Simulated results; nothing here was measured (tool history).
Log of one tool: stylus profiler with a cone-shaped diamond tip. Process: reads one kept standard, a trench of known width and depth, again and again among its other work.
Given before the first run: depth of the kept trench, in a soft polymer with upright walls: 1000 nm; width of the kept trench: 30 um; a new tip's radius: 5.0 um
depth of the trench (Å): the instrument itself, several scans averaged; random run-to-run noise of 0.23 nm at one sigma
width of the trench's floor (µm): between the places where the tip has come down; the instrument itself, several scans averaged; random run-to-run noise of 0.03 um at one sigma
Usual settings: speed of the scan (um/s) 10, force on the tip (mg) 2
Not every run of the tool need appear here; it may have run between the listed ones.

run	hour	speed of the scan (um/s)	force on the tip (mg)	depth of the trench (Å)	width of the trench's floor (µm)
1	0	10	2	10103.9	22.03
2	7.6	10	2	10100.4	21.95
3	15.8	10	2.83	10127.2	21.9
4	30.2	14	2	10101.8	21.85
5	37.1	14	2	10104.3	21.87
6	44.4	14	2	10102.3	21.82
7	52.7	10	2	10106.2	21.83
8	63.9	10	2	10101.1	21.7
9	77.3	19	2	10108.3	21.65
10	85.1	10	1.01	10067.3	21.68
11	99.3	10	1.01	10071.4	21.59
12	108.1	30	4.41	10169.3	21.46
13	118.3	17	0.72	10055.6	21.41
14	128.2	17	0.72	10060.9	21.31
15	140.2	17	0.72	10059.5	21.34
16	155.4	21	5.33	10189.4	21.39
17	167.9	7	5.56	10194.1	21.4
18	177.9	24	5.56	10193.6	21.31

Expected results for the next run?
19	191.3	37	3.3	?	?

depth of the trench (Å): 10142.3
width of the trench's floor (µm): 21.11
Without the tool's hidden state the same run would have given depth of the trench (Å) 10128.7, width of the trench's floor (µm) 23.78.
